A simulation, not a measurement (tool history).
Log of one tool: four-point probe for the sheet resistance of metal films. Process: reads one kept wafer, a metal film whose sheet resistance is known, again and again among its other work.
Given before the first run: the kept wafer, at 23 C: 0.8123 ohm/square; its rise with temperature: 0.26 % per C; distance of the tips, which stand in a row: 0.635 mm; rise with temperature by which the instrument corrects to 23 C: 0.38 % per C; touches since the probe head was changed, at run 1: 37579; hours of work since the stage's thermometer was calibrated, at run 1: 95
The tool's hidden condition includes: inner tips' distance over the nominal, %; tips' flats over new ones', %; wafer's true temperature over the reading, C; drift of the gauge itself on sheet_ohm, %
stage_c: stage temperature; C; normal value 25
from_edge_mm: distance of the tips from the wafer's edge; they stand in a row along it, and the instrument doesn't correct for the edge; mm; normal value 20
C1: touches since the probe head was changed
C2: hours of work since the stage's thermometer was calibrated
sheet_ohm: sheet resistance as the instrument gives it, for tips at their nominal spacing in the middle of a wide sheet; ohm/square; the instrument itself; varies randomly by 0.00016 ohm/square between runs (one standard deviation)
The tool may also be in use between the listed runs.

{"run": 1, "hour": 0.0, "stage_c": 25, "from_edge_mm": 20, "C1": 37579, "C2": 95, "sheet_ohm": 0.811215}
{"run": 2, "hour": 60.3, "stage_c": 25, "from_edge_mm": 20, "C1": 39323, "C2": 125, "sheet_ohm": 0.810857}
{"run": 3, "hour": 115.6, "stage_c": 25, "from_edge_mm": 20, "C1": 40922, "C2": 153, "sheet_ohm": 0.811004}
{"run": 4, "hour": 178.8, "stage_c": 25, "from_edge_mm": 20, "C1": 42748, "C2": 185, "sheet_ohm": 0.810944}
{"run": 5, "hour": 248.2, "stage_c": 25, "from_edge_mm": 10, "C1": 44755, "C2": 220, "sheet_ohm": 0.812257}
{"run": 6, "hour": 323.4, "stage_c": 32, "from_edge_mm": 10, "C1": 46928, "C2": 258, "sheet_ohm": 0.805529}
{"run": 7, "hour": 389.6, "stage_c": 32, "from_edge_mm": 10, "C1": 48843, "C2": 292, "sheet_ohm": 0.805659}
{"run": 8, "hour": 464.1, "stage_c": 32, "from_edge_mm": 10, "C1": 50998, "C2": 329, "sheet_ohm": 0.805624}
{"run": 9, "hour": 520.9, "stage_c": 31, "from_edge_mm": 20, "C1": 52641, "C2": 358, "sheet_ohm": 0.805183}
{"run": 10, "hour": 567.1, "stage_c": 20, "from_edge_mm": 20, "C1": 53976, "C2": 381, "sheet_ohm": 0.8156}
{"run": 11, "hour": 602.0, "stage_c": 20, "from_edge_mm": 20, "C1": 54985, "C2": 399, "sheet_ohm": 0.81607}
{"run": 12, "hour": 679.3, "stage_c": 23, "from_edge_mm": 12, "C1": 57221, "C2": 438, "sheet_ohm": 0.813975}
{"run": 13, "hour": 719.9, "stage_c": 23, "from_edge_mm": 12, "C1": 58393, "C2": 459, "sheet_ohm": 0.813646}
{"run": 14, "hour": 775.5, "stage_c": 23, "from_edge_mm": 12, "C1": 60000, "C2": 487, "sheet_ohm": 0.813576}
{"run": 15, "hour": 811.3, "stage_c": 23, "from_edge_mm": 12, "C1": 61037, "C2": 505, "sheet_ohm": 0.814094}
{"hour": 837.8, "done": "new probe head fitted"}
{"run": 16, "hour": 861.6, "stage_c": 23, "from_edge_mm": 12, "C1": 687, "C2": 530, "sheet_ohm": 0.813592}
{"run": 17, "hour": 930.0, "stage_c": 31, "from_edge_mm": 17, "C1": 2664, "C2": 564, "sheet_ohm": 0.805214}
{"run": 18, "hour": 1004.1, "stage_c": 19, "from_edge_mm": 20, "C1": 4806, "C2": 602, "sheet_ohm": 0.816828}
{"run": 19, "hour": 1067.1, "stage_c": 23, "from_edge_mm": 5, "C1": 6629, "C2": 634, "sheet_ohm": 0.819218}
{"run": 20, "hour": 1128.5, "stage_c": 23, "from_edge_mm": 5, "C1": 8405, "C2": 665, "sheet_ohm": 0.819473}
{"run": 21, "hour": 1183.2, "stage_c": 21, "from_edge_mm": 9, "C1": 9987, "C2": 692, "sheet_ohm": 0.816345}
{"run": 22, "hour": 1250.9, "stage_c": 25, "from_edge_mm": 68, "C1": 11942, "C2": 726, "sheet_ohm": 0.810605}

Hidden state at the last listed run before each entry between runs and at the first one after, where it differs:
Between runs 15 and 16: new probe head fitted (hour 837.8)
  inner tips' distance over the nominal, %: 0.015 -> 0.001; tips' flats over new ones', %: 1 -> 0
